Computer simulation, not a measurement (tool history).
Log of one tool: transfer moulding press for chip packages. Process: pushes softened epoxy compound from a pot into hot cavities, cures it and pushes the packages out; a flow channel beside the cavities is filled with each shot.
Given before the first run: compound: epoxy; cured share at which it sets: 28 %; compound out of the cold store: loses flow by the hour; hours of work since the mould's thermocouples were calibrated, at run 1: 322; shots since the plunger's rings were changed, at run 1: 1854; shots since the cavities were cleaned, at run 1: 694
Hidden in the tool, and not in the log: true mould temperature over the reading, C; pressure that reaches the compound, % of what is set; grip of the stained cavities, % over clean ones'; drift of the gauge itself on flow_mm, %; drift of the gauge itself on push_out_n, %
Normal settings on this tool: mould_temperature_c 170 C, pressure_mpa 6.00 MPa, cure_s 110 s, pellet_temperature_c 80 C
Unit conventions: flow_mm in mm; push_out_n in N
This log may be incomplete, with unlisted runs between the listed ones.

run,day,mould_temperature_c,pressure_mpa,cure_s,pellet_temperature_c,hours of work since the mould's thermocouples were calibrated,shots since the plunger's rings were changed,shots since the cavities were cleaned,incoming compound's hours out of the cold store,flow_mm,push_out_n
1,0.000,170,6.00,110,80,322,1854,694,10.7,725,832
2,0.233,170,6.00,110,80,326,1924,764,46.5,639,823
# day 0.538: cavities cleaned with cleaning compound and waxed
3,0.708,170,6.00,110,80,333,2049,51,16.0,707,551
4,0.979,170,6.00,110,79,338,2131,133,36.5,661,608
5,1.338,170,6.00,110,72,345,2240,242,30.1,672,634
6,1.733,170,6.00,110,72,352,2360,362,35.0,657,710
7,2.000,170,6.00,110,72,357,2440,442,47.3,628,726
8,2.450,170,6.00,110,72,365,2576,578,9.9,718,844
9,2.812,164,6.00,110,80,371,2686,688,26.8,701,1272
10,3.046,164,6.00,110,80,375,2757,759,23.7,706,1266
11,3.225,170,6.00,110,80,379,2812,814,19.1,689,860
# day 3.358: cavities cleaned with cleaning compound and waxed
12,3.533,170,6.00,124,80,383,2886,53,11.7,707,481
13,3.800,170,6.00,124,80,388,2966,133,17.5,694,515
14,4.000,170,6.00,124,80,391,3027,194,24.3,670,543
15,4.267,164,6.12,91,70,396,3107,274,34.1,680,1541
16,4.592,174,6.22,133,76,402,3206,373,30.0,658,527
17,4.825,170,5.72,110,77,406,3277,444,28.0,645,747
18,5.183,175,5.97,134,77,413,3385,552,11.9,678,614
19,5.375,166,6.00,110,85,416,3444,611,42.3,647,1011
20,5.712,166,6.00,110,77,422,3546,713,14.4,713,1213
21,6.071,176,6.22,110,80,429,3654,821,40.5,623,690
# day 6.196: cavities cleaned with cleaning compound and waxed
22,6.462,176,6.22,110,82,435,3753,81,24.8,651,458
23,6.850,172,5.73,145,75,442,3871,199,8.4,676,486
24,7.088,172,5.73,145,75,446,3943,271,12.2,669,520
25,7.333,170,6.00,110,82,450,4017,345,34.4,637,693
26,7.738,170,6.00,110,82,458,4140,468,8.9,697,778
27,8.138,174,6.00,123,80,465,4261,589,45.8,598,641
28,8.562,166,5.38,99,87,472,4390,718,10.8,667,1500

Here are 5 independent what-if runs from the current tool condition. What would each one return?
A,8.833,166,4.93,99,80,477,4472,800,19.8,?,?
B,8.833,178,6.00,110,80,477,4472,800,34.8,?,?
C,8.833,167,5.62,110,89,477,4472,800,22.2,?,?
D,8.833,166,6.61,99,77,477,4472,800,35.0,?,?
E,8.833,167,6.00,121,76,477,4472,800,25.0,?,?

run,flow_mm,push_out_n
A,618,1466
B,602,661
C,655,1069
D,684,1412
E,668,928
The same runs, with their run-to-run variation unchanged, on a tool lacking any hidden condition would have given:
run,flow_mm,push_out_n
A,667,794
B,652,380
C,707,581
D,739,765
E,721,512
